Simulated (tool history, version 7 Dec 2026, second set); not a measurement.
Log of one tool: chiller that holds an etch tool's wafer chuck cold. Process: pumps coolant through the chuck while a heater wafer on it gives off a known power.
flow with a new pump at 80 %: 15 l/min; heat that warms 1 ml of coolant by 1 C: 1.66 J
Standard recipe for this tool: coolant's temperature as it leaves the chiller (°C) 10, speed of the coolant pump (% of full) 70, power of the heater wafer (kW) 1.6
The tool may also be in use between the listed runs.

run	hour	coolant's temperature as it leaves the chiller (°C)	speed of the coolant pump (% of full)	power of the heater wafer (kW)	chuck's temperature once it has settled (°C)	how much warmer the coolant comes back (C)
1	0	10	70	1.6	30.3	4.52
2	71.3	10	65	1.6	31.1	4.82
3	148.5	10	65	1.6	31	4.85
4	213	10	65	1.6	31.1	4.86
5	287.5	10	65	1.6	31.1	4.89
6	364	10	70	1.6	30.4	4.53
7	417.4	10	70	1.6	30.5	4.56
8	500.9	10	70	1.6	30.3	4.55
9	547.3	10	85	1.6	28.5	3.69
10	621.9	10	70	1.472	28.7	4.1
11	692.9	6	70	1.6	26.5	4.47
12	771.7	4	70	1.6	24.6	4.48
13	855.7	10	70	1.6	30.7	4.5
# hour 880.2: chiller's thermometer calibrated
14	936.5	10	70	1.6	30.4	4.54
15	977.3	10	70	1.6	30.5	4.55
16	1023.7	10	70	1.6	30.3	4.51
17	1091.2	7	70	1.6	27.3	4.52
18	1156.4	15	70	1.026	27.7	2.9
# hour 1228.8: chiller's thermometer calibrated, once more
19	1228.8	9	70	1.111	23.5	3.14
20	1271.1	6	70	1.111	21	3.15
21	1308.9	6	70	1.111	20.9	3.18
22	1386.7	3	93	1.111	15.8	2.43
23	1444.9	12	95	0.847	21.5	1.71
24	1492.2	12	95	1.909	33.7	3.96
25	1565.3	13	63	0.867	25.3	2.73
26	1611.8	13	63	0.867	25.1	2.81
27	1670.5	9	71	1.38	27.8	3.86
28	1720.9	2	66	1.062	16.7	3.16
29	1788.6	2	66	1.062	16.7	3.21
30	1830.8	2	66	1.062	16.8	3.24

Pick out some run-to-run changes in chuck's temperature once it has settled (°C). Of each, how much would a tool without hidden state show as well, from the settings, what came in and chance, and how much is left for the hidden state and any gauge scatter not in both results compared?
Hidden state at play: heat passed by the chuck's channels, % of clean ones'; flow at a given pump speed, % of a new pump's; coolant's true temperature over the reading, C; drift of the gauge itself on chuck_c, C; drift of the gauge itself on warmer_back_c, C.
Run 17 -> 18: coolant's temperature as it leaves the chiller (°C) 7 -> 15, power of the heater wafer (kW) 1.6 -> 1.026. chuck's temperature once it has settled (°C) +0.4: hidden state -1.3, all else +1.7.
Run 23 -> 24: power of the heater wafer (kW) 0.847 -> 1.909. chuck's temperature once it has settled (°C) +12.2: hidden state +2.1, all else +10.1.
Run 24 -> 25: coolant's temperature as it leaves the chiller (°C) 12 -> 13, speed of the coolant pump (% of full) 95 -> 63, power of the heater wafer (kW) 1.909 -> 0.867. chuck's temperature once it has settled (°C) -8.4: hidden state -1.6, all else -6.8.
Run 27 -> 28: coolant's temperature as it leaves the chiller (°C) 9 -> 2, speed of the coolant pump (% of full) 71 -> 66, power of the heater wafer (kW) 1.38 -> 1.062. chuck's temperature once it has settled (°C) -11.1: hidden state -0.8, all else -10.3.

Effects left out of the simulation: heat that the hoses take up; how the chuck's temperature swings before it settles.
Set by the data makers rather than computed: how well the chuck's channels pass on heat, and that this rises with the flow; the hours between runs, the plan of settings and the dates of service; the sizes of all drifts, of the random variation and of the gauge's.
